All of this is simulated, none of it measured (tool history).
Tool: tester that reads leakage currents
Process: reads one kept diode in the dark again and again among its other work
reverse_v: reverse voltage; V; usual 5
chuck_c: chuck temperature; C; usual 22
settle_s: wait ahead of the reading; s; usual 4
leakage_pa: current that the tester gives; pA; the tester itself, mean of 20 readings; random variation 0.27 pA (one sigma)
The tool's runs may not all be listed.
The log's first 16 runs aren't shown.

| run | hour | reverse_v | chuck_c | settle_s | hours of work since the probe card was cleaned | hours of work since the tester was calibrated | hours of work since the chuck was calibrated | leakage_pa |
|---|---|---|---|---|---|---|---|---|
| 17 | 1560.9 | 5 | 22 | 0.94 | 1127 | 2234 | 406 | 98.38 |
| 18 | 1658.7 | 5 | 22 | 0.94 | 1189 | 2295 | 467 | 99.37 |
| 19 | 1787.5 | 1.44 | 22 | 0.94 | 1270 | 2377 | 549 | 56.9 |
|  | 1825.1 | probe card cleaned and baked |
| 20 | 1881.4 | 1.26 | 53 | 2.22 | 36 | 2434 | 606 | 582.1 |
| 21 | 1995.4 | 1.26 | 53 | 2.22 | 107 | 2506 | 678 | 588.46 |
| 22 | 2091.2 | 1.26 | 53 | 2.22 | 168 | 2566 | 738 | 591.81 |
| 23 | 2194.2 | 1.8 | 58 | 4 | 233 | 2631 | 803 | 972.31 |
| 24 | 2296.8 | 1.8 | 23 | 3.84 | 297 | 2696 | 868 | 68.44 |
| 25 | 2372.3 | 1.8 | 23 | 3.84 | 345 | 2743 | 915 | 68.53 |
| 26 | 2467.5 | 1.8 | 29 | 6.89 | 405 | 2803 | 975 | 113.95 |
| 27 | 2561.1 | 1.8 | 29 | 6.89 | 464 | 2862 | 1034 | 114.38 |
| 28 | 2659.5 | 4.14 | 21 | 6.89 | 526 | 2924 | 1096 | 84.8 |
| 29 | 2783.5 | 4.14 | 21 | 6.89 | 604 | 3002 | 1174 | 86.2 |
| 30 | 2843.4 | 4.14 | 57 | 6.89 | 642 | 3040 | 1212 | 1319.91 |
| 31 | 2970.1 | 3.09 | 41 | 2.48 | 722 | 3120 | 1292 | 376.85 |
| 32 | 3116.4 | 3.09 | 41 | 2.48 | 814 | 3212 | 1384 | 377.58 |
| 33 | 3221.4 | 4.38 | 22 | 1.83 | 880 | 3278 | 1450 | 99.42 |
|  | 3261.9 | chuck's temperature calibrated |
| 34 | 3326 | 4.38 | 22 | 0.96 | 945 | 3343 | 40 | 89.25 |
| 35 | 3427.4 | 5 | 45 | 0.49 | 1009 | 3407 | 104 | 565.25 |
| 36 | 3538.9 | 5 | 45 | 0.49 | 1079 | 3477 | 175 | 567.38 |
| 37 | 3686.7 | 11.59 | 21 | 0.97 | 1172 | 3570 | 268 | 134.4 |
| 38 | 3827.6 | 11.96 | 22 | 0.44 | 1261 | 3659 | 357 | 152.3 |

4 ways to go on from here, each from the tool as it stands after run 38. What would each give?
|  | 3880.1 | probe card cleaned and baked |
| A | 3893.8 | 1.32 | 39 | 1.73 | 9 | 3699 | 396 | ? |
|  | 3880.1 | probe card cleaned and baked |
| B | 3893.8 | 16.04 | 24 | 0.71 | 9 | 3699 | 396 | ? |
|  | 3880.1 | probe card cleaned and baked |
| C | 3893.8 | 13.43 | 22 | 4.57 | 9 | 3699 | 396 | ? |
|  | 3880.1 | probe card cleaned and baked |
| D | 3893.8 | 11.96 | 22 | 3.01 | 9 | 3699 | 396 | ? |

| run | leakage_pa |
|---|---|
| A | 208.85 |
| B | 179.54 |
| C | 138.14 |
| D | 132.45 |
Without the tool's hidden state the same runs would have given:
| run | leakage_pa |
|---|---|
| A | 204.16 |
| B | 174.68 |
| C | 134.21 |
| D | 128.71 |

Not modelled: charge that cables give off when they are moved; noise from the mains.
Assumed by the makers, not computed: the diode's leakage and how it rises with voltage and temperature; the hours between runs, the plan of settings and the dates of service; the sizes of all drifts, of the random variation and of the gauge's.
